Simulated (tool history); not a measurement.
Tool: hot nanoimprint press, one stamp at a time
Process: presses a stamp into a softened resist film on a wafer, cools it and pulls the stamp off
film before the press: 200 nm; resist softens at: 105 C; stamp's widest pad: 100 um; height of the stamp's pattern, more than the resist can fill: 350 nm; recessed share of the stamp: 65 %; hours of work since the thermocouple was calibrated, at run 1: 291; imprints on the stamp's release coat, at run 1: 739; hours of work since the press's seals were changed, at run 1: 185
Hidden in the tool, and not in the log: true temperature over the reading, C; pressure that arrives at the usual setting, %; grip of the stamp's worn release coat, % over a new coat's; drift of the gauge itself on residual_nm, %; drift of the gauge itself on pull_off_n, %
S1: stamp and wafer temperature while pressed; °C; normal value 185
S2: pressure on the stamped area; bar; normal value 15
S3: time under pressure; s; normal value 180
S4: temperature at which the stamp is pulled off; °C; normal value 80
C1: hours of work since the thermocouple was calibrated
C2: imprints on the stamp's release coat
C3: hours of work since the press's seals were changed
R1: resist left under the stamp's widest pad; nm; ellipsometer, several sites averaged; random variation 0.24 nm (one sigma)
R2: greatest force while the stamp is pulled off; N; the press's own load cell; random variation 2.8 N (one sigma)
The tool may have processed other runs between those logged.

run   hour   S1    S2   S3  S4   C1   C2   C3     R1   R2
  1      0  185    15  180  80  291  739  185   81.8  179
  2    8.8  185    15  180  80  295  762  189   81.7  178
      16.9  -- plate thermocouple calibrated
  3   20.5  185    15  180  80    2  785  193   79.9  173
  4   24.7  185    15  180  80    4  796  195   80.1  179
  5   30.7  185    15  180  81    7  812  198   80.5  178
  6   39.7  189    15  180  80   11  836  203   65.8  180
  7   46.5  189    10  180  80   15  854  206   80.7  175
  8   53.6  185    15  235  80   18  873  210   71.7  173
      62.1  -- plate thermocouple calibrated, once more
  9   63.9  185    15  235  80    1  892  214   76.2  194
 10   71.9  185    15  235  80    5  914  218   76.1  184
      79.3  -- stamp cleaned and given a new release coat
 11   85.5  185    15  235  80    9   17  221   75.8  151
 12   94.4  185    15  153  80   13   40  226     89  153
 13     99  185    15  153  80   15   53  228   89.1  148
 14  107.5  180  13.6  180  86   20   75  232  110.4  133
 15  113.5  180  13.6  259  70   23   91  235   97.6  179
 16  119.4  180  13.6  259  70   26  107  238   97.5  181
 17  123.9  180  13.6  259  70   28  119  241   97.3  181
 18  130.5  182  16.6  180  80   31  136  244   92.3  157
 19  139.5  182  15.1  103  65   36  160  248  115.8  201
 20  148.3  185  20.1  180  78   40  184  253   72.8  161
 21  153.7  185  20.1  180  78   43  198  255   72.4  162
 22  161.1  188  15.5  180  80   46  217  259   71.5  161
 23    165  185  10.6  180  80   48  228  261   98.1  155
 24  169.3  180  23.5  153  81   51  239  263   92.4  152
 25  175.6  185    15  180  80   54  256  266   83.8  156
 26  181.4  185    15  180  80   57  271  269   83.9  154

What if the next run were any one of these 5? Each begins from the tool's condition after run 26:
  A  190.5  185    15  113  80  61  296  274   ?   ?
  B  190.5  185  11.5  228  81  61  296  274   ?   ?
  C  190.5  185    15  118  71  61  296  274   ?   ?
  D  190.5  185    15  134  80  61  296  274   ?   ?
  E  190.5  185    15  180  65  61  296  274   ?   ?

run    R1   R2
  A  99.4  162
  B  86.9  157
  C  97.6  198
  D    93  160
  E  83.3  206
Stripped of hidden state, with their random variation kept, the same runs would have yielded:
run    R1   R2
  A  99.5  152
  B  87.1  146
  C  97.7  185
  D    93  149
  E  83.4  192

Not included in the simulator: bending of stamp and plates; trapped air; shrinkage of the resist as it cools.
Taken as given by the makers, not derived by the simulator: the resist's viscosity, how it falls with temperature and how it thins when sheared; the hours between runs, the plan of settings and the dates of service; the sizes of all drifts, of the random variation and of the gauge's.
